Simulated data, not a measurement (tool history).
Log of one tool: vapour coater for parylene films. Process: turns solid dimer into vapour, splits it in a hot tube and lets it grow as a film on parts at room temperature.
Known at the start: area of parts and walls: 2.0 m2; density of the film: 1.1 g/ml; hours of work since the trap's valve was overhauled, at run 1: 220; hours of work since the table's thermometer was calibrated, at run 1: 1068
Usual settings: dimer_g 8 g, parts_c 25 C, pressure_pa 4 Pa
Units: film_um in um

| run | hour | dimer_g | parts_c | pressure_pa | hours of work since the trap's valve was overhauled | hours of work since the table's thermometer was calibrated | film_um |
|---|---|---|---|---|---|---|---|
| 1 | 0 | 8 | 25 | 4 | 220 | 1068 | 2.35 |
| 2 | 29.7 | 8 | 25 | 4 | 241 | 1089 | 2.35 |
| 3 | 59.1 | 8 | 25 | 4 | 263 | 1110 | 2.29 |
|  | 67.8 | trap's valve overhauled |
| 4 | 92.7 | 8 | 25 | 4 | 18 | 1132 | 2.63 |
| 5 | 149.2 | 8 | 25 | 4 | 58 | 1172 | 2.57 |
| 6 | 203.3 | 5 | 25 | 4 | 97 | 1211 | 1.58 |
| 7 | 261.5 | 5 | 25 | 4 | 139 | 1253 | 1.56 |
| 8 | 297.4 | 5 | 25 | 4 | 165 | 1278 | 1.52 |
| 9 | 331.4 | 5 | 25 | 4 | 189 | 1303 | 1.49 |
| 10 | 380.2 | 5 | 25 | 4 | 224 | 1338 | 1.45 |
| 11 | 428.9 | 5 | 25 | 4 | 259 | 1373 | 1.42 |
|  | 438.4 | trap's valve overhauled |
| 12 | 465 | 8 | 25 | 4 | 19 | 1396 | 2.61 |
| 13 | 532.6 | 8 | 25 | 4 | 68 | 1444 | 2.55 |
| 14 | 582.2 | 8 | 25 | 4 | 103 | 1480 | 2.5 |
| 15 | 646.8 | 8 | 25 | 4 | 150 | 1526 | 2.45 |
| 16 | 680.9 | 8 | 25 | 4 | 174 | 1551 | 2.36 |
|  | 692 | table's thermometer calibrated |
| 17 | 717.5 | 8 | 25 | 4 | 200 | 18 | 2.44 |
| 18 | 766.6 | 8 | 25 | 4 | 235 | 54 | 2.39 |
|  | 812.6 | trap's valve overhauled |
| 19 | 834.3 | 8 | 25 | 4 | 16 | 99 | 2.68 |
| 20 | 868.5 | 8 | 25 | 4 | 40 | 124 | 2.67 |
| 21 | 937.5 | 8 | 37 | 10.91 | 90 | 173 | 1.59 |
| 22 | 994.7 | 5 | 17 | 4.35 | 131 | 214 | 1.95 |
| 23 | 1037.8 | 5 | 25 | 3.34 | 162 | 245 | 1.6 |
| 24 | 1087.5 | 5 | 25 | 3.34 | 197 | 281 | 1.58 |
| 25 | 1154.8 | 8 | 33 | 11.59 | 246 | 329 | 1.55 |
|  | 1185.1 | trap's valve overhauled |
| 26 | 1222.3 | 8 | 33 | 11.59 | 27 | 375 | 1.78 |
| 27 | 1253.7 | 8 | 33 | 11.59 | 49 | 397 | 1.74 |
| 28 | 1312.3 | 8 | 33 | 11.59 | 91 | 439 | 1.71 |
| 29 | 1379.1 | 8 | 17 | 2.91 | 139 | 487 | 3.3 |
| 30 | 1443.5 | 6 | 17 | 2.91 | 185 | 534 | 2.38 |
| 31 | 1508.8 | 8 | 31 | 3.42 | 232 | 580 | 2.05 |
|  | 1555.6 | trap's valve overhauled |
| 32 | 1575.9 | 11 | 25 | 2.47 | 15 | 626 | 4.05 |
| 33 | 1634 | 5 | 27 | 2.66 | 56 | 667 | 1.66 |
| 34 | 1699 | 5 | 27 | 3.35 | 103 | 714 | 1.53 |
| 35 | 1753.9 | 8 | 27 | 9.94 | 142 | 753 | 1.98 |
| 36 | 1817.7 | 3 | 19 | 3.89 | 188 | 799 | 1.05 |
| 37 | 1871.5 | 10 | 22 | 4 | 227 | 838 | 3.17 |

How the hidden state differs across the entries between the runs, from the last listed run before each to the first after it:
Between runs 3 and 4: trap's valve overhauled (hour 67.8)
  vapour lost through the trap's worn valve, %: 14.9 -> 1.2; true temperature of the parts over the reading, C: 1.06 -> 1.07
  measured less the result without the state, film_um: -0.47 -> -0.11 um
Between runs 11 and 12: trap's valve overhauled (hour 438.4)
  vapour lost through the trap's worn valve, %: 14.3 -> 1.6; true temperature of the parts over the reading, C: 1.3 -> 1.33
  measured less the result without the state, film_um: -0.29 -> -0.13 um
Between runs 16 and 17: table's thermometer calibrated (hour 692)
  vapour lost through the trap's worn valve, %: 10.6 -> 12; true temperature of the parts over the reading, C: 1.47 -> -0.02
  measured less the result without the state, film_um: -0.38 -> -0.33 um
Between runs 18 and 19: trap's valve overhauled (hour 812.6)
  vapour lost through the trap's worn valve, %: 13.9 -> 1.2; true temperature of the parts over the reading, C: 0.01 -> 0.06
  measured less the result without the state, film_um: -0.38 -> -0.04 um
Between runs 25 and 26: trap's valve overhauled (hour 1185.1)
  vapour lost through the trap's worn valve, %: 13.9 -> 2.1; true temperature of the parts over the reading, C: 0.28 -> 0.33
  measured less the result without the state, film_um: -0.27 -> -0.05 um
Between runs 31 and 32: trap's valve overhauled (hour 1555.6)
  vapour lost through the trap's worn valve, %: 13.4 -> 1.2; true temperature of the parts over the reading, C: 0.51 -> 0.56
  measured less the result without the state, film_um: -0.35 -> -0.1 um
